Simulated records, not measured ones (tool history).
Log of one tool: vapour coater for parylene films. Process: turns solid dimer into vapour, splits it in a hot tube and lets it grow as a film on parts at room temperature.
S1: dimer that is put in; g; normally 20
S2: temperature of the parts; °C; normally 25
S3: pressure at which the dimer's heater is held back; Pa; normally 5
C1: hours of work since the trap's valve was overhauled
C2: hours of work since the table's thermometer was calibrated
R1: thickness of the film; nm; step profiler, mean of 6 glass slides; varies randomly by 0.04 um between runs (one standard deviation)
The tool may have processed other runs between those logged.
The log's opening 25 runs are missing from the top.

run 26 hour=1233.4 | S1=15 S2=31 S3=2.65 | C1=208 C2=524 | R1=2620
run 27 hour=1267.8 | S1=15 S2=31 S3=2.65 | C1=233 C2=549 | R1=2640
run 28 hour=1332.4 | S1=20 S2=25 S3=3.46 | C1=279 C2=596 | R1=4210
run 29 hour=1362.6 | S1=32 S2=28 S3=5 | C1=301 C2=618 | R1=5550
run 30 hour=1424.4 | S1=14 S2=27 S3=5.18 | C1=346 C2=662 | R1=2480
run 31 hour=1488.3 | S1=14 S2=27 S3=5.18 | C1=392 C2=709 | R1=2520
run 32 hour=1543.8 | S1=23 S2=24 S3=2.47 | C1=432 C2=749 | R1=4960
-- hour=1589.9 trap's valve overhauled
run 33 hour=1589.9 | S1=20 S2=25 S3=4.07 | C1=0 C2=779 | R1=4360
run 34 hour=1644.9 | S1=20 S2=25 S3=8.93 | C1=40 C2=819 | R1=3820
run 35 hour=1678 | S1=9 S2=19 S3=2.66 | C1=64 C2=843 | R1=2440
run 36 hour=1713 | S1=9 S2=19 S3=2.66 | C1=89 C2=868 | R1=2450
run 37 hour=1767.8 | S1=9 S2=19 S3=2.66 | C1=129 C2=908 | R1=2460

5 ways to go on from here, each from the tool as it stands after run 37. What would each give?
run A hour=1815.5 | S1=27 S2=22 S3=7.6 | C1=163 C2=942 | R1=?
run B hour=1815.5 | S1=24 S2=22 S3=2.39 | C1=163 C2=942 | R1=?
run C hour=1815.5 | S1=28 S2=19 S3=2.97 | C1=163 C2=942 | R1=?
run D hour=1815.5 | S1=10 S2=25 S3=10.39 | C1=163 C2=942 | R1=?
run E hour=1815.5 | S1=20 S2=19 S3=2.66 | C1=163 C2=942 | R1=?

run=A R1=5660
run=B R1=5910
run=C R1=7400
run=D R1=1790
run=E R1=5480
The same runs, with their run-to-run variation unchanged, on a tool lacking any hidden condition would have given:
run=A R1=6070
run=B R1=6330
run=C R1=7930
run=D R1=1920
run=E R1=5880
